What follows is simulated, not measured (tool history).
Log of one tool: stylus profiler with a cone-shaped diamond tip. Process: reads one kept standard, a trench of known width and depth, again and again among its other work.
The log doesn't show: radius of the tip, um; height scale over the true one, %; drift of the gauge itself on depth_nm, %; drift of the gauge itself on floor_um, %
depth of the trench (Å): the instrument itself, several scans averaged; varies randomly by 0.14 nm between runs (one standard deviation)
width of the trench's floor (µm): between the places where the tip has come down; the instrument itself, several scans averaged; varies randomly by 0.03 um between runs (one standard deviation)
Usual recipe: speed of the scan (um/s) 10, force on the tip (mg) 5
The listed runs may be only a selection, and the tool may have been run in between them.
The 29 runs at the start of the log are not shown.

run,day,speed of the scan (um/s),force on the tip (mg),scans with this tip,hours of work since the height scale was calibrated,depth of the trench (Å),width of the trench's floor (µm)
30,32.404,40,3.15,12563,1045,5087.5,95.5
31,33.496,40,3.15,12810,1066,5087,95.53
32,34.154,40,3.15,12959,1078,5089,95.53
33,34.908,6,13.09,13130,1093,5226.8,95.61
34,36.133,6,13.09,13406,1116,5228.4,95.63
35,37.458,28,5,13705,1140,5120.8,95.58
36,38.675,23,1.95,13980,1163,5060.9,95.57
37,39.512,32,4.8,14170,1179,5115.6,95.55
38,40.462,4,5.27,14384,1197,5125.7,95.59
39,41.079,4,5.27,14524,1209,5124.3,95.64
40,42.229,14,9.41,14784,1230,5182.9,95.61
41,43.533,14,9.41,15078,1255,5185.3,95.59

Forecast each of these 3 alternatives for the next run:
A,44.958,5,3.02,15401,1282,?,?
B,44.958,2,2.41,15401,1282,?,?
C,44.958,31,3.94,15401,1282,?,?

run,depth of the trench (Å),width of the trench's floor (µm)
A,5083.5,95.57
B,5074.5,95.61
C,5103.2,95.56
Had the tool no hidden state, the same runs would have come out as:
run,depth of the trench (Å),width of the trench's floor (µm)
A,5083.6,95.59
B,5074.6,95.62
C,5103.3,95.57

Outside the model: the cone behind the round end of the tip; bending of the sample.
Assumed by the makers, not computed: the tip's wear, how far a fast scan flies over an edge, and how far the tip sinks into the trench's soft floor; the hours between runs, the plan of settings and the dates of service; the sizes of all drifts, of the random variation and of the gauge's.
